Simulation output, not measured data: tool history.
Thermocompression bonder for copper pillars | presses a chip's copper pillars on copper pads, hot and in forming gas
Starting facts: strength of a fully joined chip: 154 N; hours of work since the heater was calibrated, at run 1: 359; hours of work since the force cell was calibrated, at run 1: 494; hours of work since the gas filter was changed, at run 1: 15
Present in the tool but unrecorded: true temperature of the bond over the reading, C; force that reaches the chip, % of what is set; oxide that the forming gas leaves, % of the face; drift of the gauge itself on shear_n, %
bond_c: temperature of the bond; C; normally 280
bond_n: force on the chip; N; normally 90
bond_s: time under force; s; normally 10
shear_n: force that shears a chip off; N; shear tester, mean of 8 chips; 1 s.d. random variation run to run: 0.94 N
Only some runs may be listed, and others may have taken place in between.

run,hour,bond_c,bond_n,bond_s,hours of work since the heater was calibrated,hours of work since the force cell was calibrated,hours of work since the gas filter was changed,shear_n
1,0,280,90,10,359,494,15,77.6
2,33.5,266,90,10,379,515,36,67.3
3,60.5,280,126,10,396,532,53,96.3
4,90.5,280,126,10,414,550,71,96.2
5,111.2,280,126,10,427,563,84,95.5
6,134.3,280,126,10,441,577,98,95.1
7,165.9,280,126,10,461,597,118,92.9
8,186.1,280,90,10,473,609,130,71.5
# hour 209.4: forming gas filter changed
9,220,280,90,10,494,630,7,79.3
10,243,280,90,10,508,644,21,78.4
11,267.1,280,90,10,523,659,36,76.2
12,287.5,280,90,17,536,671,48,88.9
13,312.8,280,90,10,551,687,64,74.5
14,338.2,280,90,10,567,702,79,74.2
15,354.8,280,89,10,577,713,90,73.7
16,383.1,280,99,10,594,730,107,76.9
17,403.9,297,99,10,607,743,120,88
18,418,297,99,10,616,752,129,89.6
19,434.4,309,90,10,626,762,139,88.6
# hour 444.6: forming gas filter changed
20,463.2,309,90,10,643,779,11,96
21,491.6,273,88,7,661,797,29,62.5
22,509.2,280,90,7,672,807,40,66.4
23,541.3,280,119,7,692,827,60,82.4
24,574,280,119,7,712,847,80,80.4
25,598.8,280,126,7,727,863,95,84
26,613.6,255,96,10,736,872,104,60.2
27,647.1,280,90,14,757,892,125,79.1
28,662.1,280,90,14,766,902,134,79
# hour 678.8: forming gas filter changed
29,692.5,280,62,10,784,920,8,56.1
30,715.8,286,129,12,799,934,23,109.6
# hour 726.2: force cell calibrated
31,747.6,286,129,12,817,13,41,103.5
32,781,284,90,10,838,34,62,73.5
33,800.6,295,62,9,850,46,74,53.9
34,826.7,295,62,9,866,62,90,55.1
35,841.4,267,77,10,875,71,99,51.8
36,859.9,262,133,10,887,82,111,78
37,891.8,262,133,10,906,102,130,76.2

A few steps of shear_n between consecutive runs. Split each: what settings, incoming material and random variation would produce without the hidden state, and what is left over for the hidden state, along with gauge scatter present in only one of the two compared results (measured, and without hidden state):
Run 8 -> 9: forming gas filter changed. shear_n +7.8 N: hidden state +7.4, all else +0.4.
Run 19 -> 20: forming gas filter changed. shear_n +7.4 N: hidden state +9, all else -1.6.
Run 20 -> 21: bond_c 309 -> 273, bond_n 90 -> 88, bond_s 10 -> 7. shear_n -33.5 N: hidden state -1, all else -32.5.
Run 28 -> 29: bond_n 90 -> 62, bond_s 14 -> 10, forming gas filter changed. shear_n -22.9 N: hidden state +8.4, all else -31.3.
Run 29 -> 30: bond_c 280 -> 286, bond_n 62 -> 129, bond_s 10 -> 12. shear_n +53.5 N: hidden state -1.7, all else +55.2.
Run 31 -> 32: bond_c 286 -> 284, bond_n 129 -> 90, bond_s 12 -> 10. shear_n -30 N: hidden state -0.4, all else -29.6.

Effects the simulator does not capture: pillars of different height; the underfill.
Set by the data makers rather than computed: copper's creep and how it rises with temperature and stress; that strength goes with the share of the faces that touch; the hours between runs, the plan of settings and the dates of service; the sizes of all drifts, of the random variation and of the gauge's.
